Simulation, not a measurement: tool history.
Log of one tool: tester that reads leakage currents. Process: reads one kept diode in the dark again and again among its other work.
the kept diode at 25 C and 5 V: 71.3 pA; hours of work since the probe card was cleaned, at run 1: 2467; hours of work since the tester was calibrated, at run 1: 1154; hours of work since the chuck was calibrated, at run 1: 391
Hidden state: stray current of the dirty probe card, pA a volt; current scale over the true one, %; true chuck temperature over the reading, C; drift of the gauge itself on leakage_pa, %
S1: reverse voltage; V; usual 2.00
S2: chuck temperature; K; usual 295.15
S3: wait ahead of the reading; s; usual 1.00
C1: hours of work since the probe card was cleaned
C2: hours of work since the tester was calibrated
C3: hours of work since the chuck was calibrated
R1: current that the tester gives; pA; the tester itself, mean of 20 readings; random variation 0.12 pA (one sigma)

{"run": 1, "hour": 0.0, "S1": 2.0, "S2": 295.15, "S3": 1.0, "C1": 2467, "C2": 1154, "C3": 391, "R1": 39.43}
{"run": 2, "hour": 46.2, "S1": 2.0, "S2": 295.15, "S3": 1.0, "C1": 2503, "C2": 1190, "C3": 426, "R1": 39.0}
{"run": 3, "hour": 105.1, "S1": 2.0, "S2": 295.15, "S3": 1.0, "C1": 2548, "C2": 1236, "C3": 472, "R1": 39.3}
{"run": 4, "hour": 155.1, "S1": 2.0, "S2": 295.15, "S3": 1.0, "C1": 2587, "C2": 1274, "C3": 511, "R1": 39.32}
{"hour": 184.2, "done": "probe card cleaned and baked"}
{"run": 5, "hour": 206.1, "S1": 2.0, "S2": 295.15, "S3": 1.0, "C1": 17, "C2": 1312, "C3": 548, "R1": 36.71}
{"run": 6, "hour": 241.5, "S1": 2.0, "S2": 295.15, "S3": 1.0, "C1": 44, "C2": 1339, "C3": 575, "R1": 36.85}
{"run": 7, "hour": 282.0, "S1": 2.0, "S2": 295.15, "S3": 1.0, "C1": 76, "C2": 1371, "C3": 607, "R1": 36.69}
{"run": 8, "hour": 311.8, "S1": 2.0, "S2": 295.15, "S3": 1.0, "C1": 99, "C2": 1394, "C3": 630, "R1": 36.75}
{"run": 9, "hour": 365.6, "S1": 2.0, "S2": 295.15, "S3": 7.89, "C1": 141, "C2": 1435, "C3": 672, "R1": 36.54}
{"run": 10, "hour": 420.0, "S1": 2.0, "S2": 295.15, "S3": 2.28, "C1": 183, "C2": 1477, "C3": 714, "R1": 36.54}
{"run": 11, "hour": 451.7, "S1": 2.0, "S2": 295.15, "S3": 2.28, "C1": 207, "C2": 1502, "C3": 738, "R1": 36.4}
{"run": 12, "hour": 494.3, "S1": 2.0, "S2": 295.15, "S3": 1.5, "C1": 240, "C2": 1535, "C3": 771, "R1": 36.65}
{"run": 13, "hour": 532.1, "S1": 2.0, "S2": 295.15, "S3": 0.44, "C1": 270, "C2": 1564, "C3": 801, "R1": 37.14}
{"run": 14, "hour": 578.9, "S1": 2.0, "S2": 295.15, "S3": 0.44, "C1": 306, "C2": 1601, "C3": 837, "R1": 37.3}
{"run": 15, "hour": 634.8, "S1": 2.0, "S2": 295.15, "S3": 1.0, "C1": 349, "C2": 1644, "C3": 880, "R1": 36.75}
{"run": 16, "hour": 680.0, "S1": 2.0, "S2": 295.15, "S3": 1.0, "C1": 384, "C2": 1679, "C3": 915, "R1": 36.71}
{"run": 17, "hour": 709.2, "S1": 2.0, "S2": 295.15, "S3": 1.0, "C1": 407, "C2": 1702, "C3": 938, "R1": 36.66}
{"run": 18, "hour": 766.9, "S1": 2.0, "S2": 295.15, "S3": 1.0, "C1": 452, "C2": 1746, "C3": 983, "R1": 36.76}
{"run": 19, "hour": 803.1, "S1": 2.0, "S2": 295.15, "S3": 1.0, "C1": 480, "C2": 1774, "C3": 1011, "R1": 36.8}
{"run": 20, "hour": 851.3, "S1": 2.0, "S2": 295.15, "S3": 1.0, "C1": 517, "C2": 1812, "C3": 1048, "R1": 36.75}
{"run": 21, "hour": 877.5, "S1": 2.21, "S2": 293.15, "S3": 3.8, "C1": 537, "C2": 1832, "C3": 1068, "R1": 32.41}
{"run": 22, "hour": 921.0, "S1": 1.36, "S2": 295.15, "S3": 9.55, "C1": 571, "C2": 1866, "C3": 1102, "R1": 30.33}
{"run": 23, "hour": 962.1, "S1": 1.57, "S2": 295.15, "S3": 1.71, "C1": 603, "C2": 1898, "C3": 1134, "R1": 32.9}
{"run": 24, "hour": 1010.5, "S1": 19.4, "S2": 330.15, "S3": 1.03, "C1": 640, "C2": 1935, "C3": 1171, "R1": 1290.67}
{"run": 25, "hour": 1060.6, "S1": 19.4, "S2": 330.15, "S3": 0.4, "C1": 679, "C2": 1974, "C3": 1210, "R1": 1297.98}
{"run": 26, "hour": 1115.1, "S1": 11.58, "S2": 313.15, "S3": 0.77, "C1": 721, "C2": 2016, "C3": 1252, "R1": 320.62}
{"run": 27, "hour": 1159.2, "S1": 11.58, "S2": 313.15, "S3": 0.77, "C1": 756, "C2": 2050, "C3": 1287, "R1": 322.85}
{"run": 28, "hour": 1186.4, "S1": 2.0, "S2": 326.15, "S3": 1.0, "C1": 777, "C2": 2071, "C3": 1308, "R1": 350.38}
{"run": 29, "hour": 1217.6, "S1": 2.0, "S2": 326.15, "S3": 1.0, "C1": 801, "C2": 2096, "C3": 1332, "R1": 354.01}
{"run": 30, "hour": 1256.7, "S1": 1.06, "S2": 299.15, "S3": 6.42, "C1": 831, "C2": 2126, "C3": 1362, "R1": 36.93}
{"run": 31, "hour": 1285.7, "S1": 9.29, "S2": 331.15, "S3": 8.38, "C1": 854, "C2": 2148, "C3": 1385, "R1": 979.22}
{"run": 32, "hour": 1325.4, "S1": 9.29, "S2": 331.15, "S3": 8.38, "C1": 884, "C2": 2179, "C3": 1415, "R1": 982.82}
{"run": 33, "hour": 1354.9, "S1": 11.94, "S2": 315.15, "S3": 0.35, "C1": 907, "C2": 2202, "C3": 1438, "R1": 379.44}
{"run": 34, "hour": 1404.8, "S1": 1.29, "S2": 297.15, "S3": 7.13, "C1": 946, "C2": 2241, "C3": 1477, "R1": 34.62}
{"run": 35, "hour": 1436.0, "S1": 1.29, "S2": 297.15, "S3": 7.13, "C1": 970, "C2": 2265, "C3": 1501, "R1": 34.73}
{"run": 36, "hour": 1464.7, "S1": 16.53, "S2": 304.15, "S3": 4.94, "C1": 992, "C2": 2287, "C3": 1523, "R1": 196.05}
{"hour": 1475.9, "done": "chuck's temperature calibrated"}
{"run": 37, "hour": 1514.7, "S1": 2.36, "S2": 323.15, "S3": 3.25, "C1": 1030, "C2": 2324, "C3": 30, "R1": 322.45}
{"run": 38, "hour": 1566.5, "S1": 4.42, "S2": 326.15, "S3": 1.0, "C1": 1070, "C2": 2364, "C3": 70, "R1": 522.67}
{"run": 39, "hour": 1595.7, "S1": 4.42, "S2": 326.15, "S3": 1.0, "C1": 1092, "C2": 2387, "C3": 93, "R1": 525.61}

Forecast each of these 5 alternatives for the next run:
{"run": "A", "hour": 1643.3, "S1": 2.72, "S2": 308.15, "S3": 0.58, "C1": 1129, "C2": 2424, "C3": 130, "R1": "?"}
{"run": "B", "hour": 1643.3, "S1": 4.42, "S2": 295.15, "S3": 9.26, "C1": 1129, "C2": 2424, "C3": 130, "R1": "?"}
{"run": "C", "hour": 1643.3, "S1": 1.64, "S2": 312.15, "S3": 0.44, "C1": 1129, "C2": 2424, "C3": 130, "R1": "?"}
{"run": "D", "hour": 1643.3, "S1": 19.66, "S2": 294.15, "S3": 1.84, "C1": 1129, "C2": 2424, "C3": 130, "R1": "?"}
{"run": "E", "hour": 1643.3, "S1": 4.1, "S2": 295.15, "S3": 0.66, "C1": 1129, "C2": 2424, "C3": 130, "R1": "?"}

run=A R1=119.51
run=B R1=55.39
run=C R1=126.42
run=D R1=109.51
run=E R1=54.79
Without the tool's hidden state the same runs would have given:
run=A R1=118.04
run=B R1=53.02
run=C R1=125.52
run=D R1=98.74
run=E R1=52.58
